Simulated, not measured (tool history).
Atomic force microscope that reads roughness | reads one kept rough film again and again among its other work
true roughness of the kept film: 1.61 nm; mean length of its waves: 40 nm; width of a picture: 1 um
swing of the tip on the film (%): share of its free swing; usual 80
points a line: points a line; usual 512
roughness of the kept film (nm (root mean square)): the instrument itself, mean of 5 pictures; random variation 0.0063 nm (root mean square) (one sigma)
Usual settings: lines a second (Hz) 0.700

| run | day | lines a second (Hz) | swing of the tip on the film (%) | points a line | roughness of the kept film (nm (root mean square)) |
|---|---|---|---|---|---|
| 1 | 0.000 | 0.700 | 80 | 512 | 1.410 |
| 2 | 1.004 | 0.700 | 80 | 512 | 1.496 |
| 3 | 1.700 | 0.700 | 80 | 512 | 1.489 |
| 4 | 2.325 | 1.073 | 80 | 512 | 1.445 |
| 5 | 3.092 | 1.073 | 80 | 512 | 1.439 |
| 6 | 4.042 | 1.073 | 80 | 512 | 1.419 |
| 7 | 4.850 | 1.073 | 80 | 512 | 1.408 |
| 8 | 5.400 | 0.700 | 80 | 512 | 1.430 |
| 9 | 6.283 | 0.700 | 80 | 512 | 1.429 |
| 10 | 7.200 | 0.502 | 80 | 433 | 1.435 |
| 11 | 7.954 | 3.253 | 65 | 332 | 1.344 |
| 12 | 8.917 | 0.615 | 66 | 431 | 1.528 |
| 13 | 9.892 | 0.615 | 66 | 431 | 1.508 |
| 14 | 10.400 | 0.700 | 80 | 427 | 1.481 |
| 15 | 11.317 | 1.334 | 57 | 375 | 1.502 |

Not shown: 4 entries that the log had between the listed runs. Between which runs, and how does the tool's hidden state differ before and after?
Between runs 1 and 2: new tip fitted (day 0.812)
  radius of the tip, nm: 21.6 -> 5.6; height scale over the true one, %: -0.18 -> -0.19
  measured less the result without the state, roughness of the kept film (nm (root mean square)): -0.094 -> -0.006
Between runs 7 and 8: height scale calibrated on a step standard (day 4.950)
  radius of the tip, nm: 14 -> 15.1; height scale over the true one, %: -0.21 -> -0.29
  measured less the result without the state, roughness of the kept film (nm (root mean square)): -0.052 -> -0.061
Between runs 11 and 12: new tip fitted (day 8.358)
  radius of the tip, nm: 20.6 -> 6.2
  measured less the result without the state, roughness of the kept film (nm (root mean square)): -0.086 -> -0.012
Between runs 13 and 14: height scale calibrated on a step standard, once more (day 10.029)
  radius of the tip, nm: 8.3 -> 9.4; height scale over the true one, %: -0.32 -> 0.17
  measured less the result without the state, roughness of the kept film (nm (root mean square)): -0.025 -> -0.022
